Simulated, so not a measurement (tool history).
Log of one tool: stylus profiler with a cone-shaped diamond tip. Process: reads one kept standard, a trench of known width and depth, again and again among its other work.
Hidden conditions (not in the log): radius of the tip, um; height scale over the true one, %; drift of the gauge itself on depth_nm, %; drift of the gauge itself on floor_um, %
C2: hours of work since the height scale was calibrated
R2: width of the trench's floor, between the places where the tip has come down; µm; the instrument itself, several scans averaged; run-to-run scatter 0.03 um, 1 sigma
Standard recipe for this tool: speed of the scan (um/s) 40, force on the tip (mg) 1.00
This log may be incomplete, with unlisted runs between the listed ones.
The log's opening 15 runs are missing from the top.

Run 16, day 30.896: usual settings but speed of the scan (um/s) 69; scans with this tip 3864; C2 619. Result: depth of the trench (Å) 5017.9, R2 26.94 µm.
Run 17, day 33.683: usual settings but speed of the scan (um/s) 69, force on the tip (mg) 1.39; scans with this tip 4031; C2 646. Result: depth of the trench (Å) 5027.3, R2 26.93 µm.
Run 18, day 35.742: usual settings; scans with this tip 4155; C2 666. Result: depth of the trench (Å) 5024.1, R2 27.04 µm.
Run 19, day 38.662: usual settings but speed of the scan (um/s) 58, force on the tip (mg) 2.41; scans with this tip 4330; C2 694. Result: depth of the trench (Å) 5038.5, R2 27.10 µm.
Run 20, day 41.612: usual settings but speed of the scan (um/s) 53, force on the tip (mg) 0.45; scans with this tip 4507; C2 722. Result: depth of the trench (Å) 5013.8, R2 26.80 µm.
Run 21, day 43.792: usual settings but speed of the scan (um/s) 12, force on the tip (mg) 0.48; scans with this tip 4637; C2 743. Result: depth of the trench (Å) 5013.5, R2 27.17 µm.
Run 22, day 45.321: usual settings but speed of the scan (um/s) 18, force on the tip (mg) 1.99; scans with this tip 4729; C2 758. Result: depth of the trench (Å) 5033.5, R2 27.28 µm.
Run 23, day 46.692: usual settings but speed of the scan (um/s) 18, force on the tip (mg) 1.99; scans with this tip 4811; C2 771. Result: depth of the trench (Å) 5034.6, R2 27.28 µm.
Run 24, day 49.083: usual settings but speed of the scan (um/s) 18, force on the tip (mg) 1.99; scans with this tip 4955; C2 794. Result: depth of the trench (Å) 5034.0, R2 27.34 µm.
Run 25, day 50.912: usual settings but speed of the scan (um/s) 18, force on the tip (mg) 1.99; scans with this tip 5064; C2 812. Result: depth of the trench (Å) 5032.3, R2 27.23 µm.
Run 26, day 52.192: usual settings but speed of the scan (um/s) 22, force on the tip (mg) 0.91; scans with this tip 5141; C2 824. Result: depth of the trench (Å) 5020.3, R2 27.18 µm.
Run 27, day 53.529: usual settings but speed of the scan (um/s) 22, force on the tip (mg) 0.91; scans with this tip 5221; C2 837. Result: depth of the trench (Å) 5020.7, R2 27.18 µm.
Run 28, day 55.850: usual settings but speed of the scan (um/s) 22, force on the tip (mg) 0.91; scans with this tip 5360; C2 859. Result: depth of the trench (Å) 5019.7, R2 27.18 µm.
Run 29, day 57.558: usual settings but speed of the scan (um/s) 112, force on the tip (mg) 1.74; scans with this tip 5463; C2 875. Result: depth of the trench (Å) 5033.0, R2 26.77 µm.
Run 30, day 59.542: usual settings but speed of the scan (um/s) 25, force on the tip (mg) 2.08; scans with this tip 5582; C2 894. Result: depth of the trench (Å) 5034.9, R2 27.25 µm.
Run 31, day 62.600: usual settings but speed of the scan (um/s) 37, force on the tip (mg) 1.16; scans with this tip 5765; C2 924. Result: depth of the trench (Å) 5025.5, R2 27.13 µm.
Run 32, day 64.829: usual settings but speed of the scan (um/s) 37, force on the tip (mg) 0.87; scans with this tip 5899; C2 945. Result: depth of the trench (Å) 5019.6, R2 27.09 µm.
At day 66.362: height scale calibrated on a step standard.
Run 33, day 67.154: usual settings but speed of the scan (um/s) 39, force on the tip (mg) 0.36; scans with this tip 6037; C2 8. Result: depth of the trench (Å) 5009.0, R2 26.92 µm.

Run 34 is up next; what results do you expect?
Run 34, day 68.817: usual settings but speed of the scan (um/s) 13, force on the tip (mg) 1.92; scans with this tip 6136; C2 24. Result: depth of the trench (Å) ?, R2 ?.

depth of the trench (Å): 5033.9
R2: 27.31 µm
The same run, on a tool lacking any hidden state, would have yielded depth of the trench (Å) 5033.9, R2 27.32 µm.
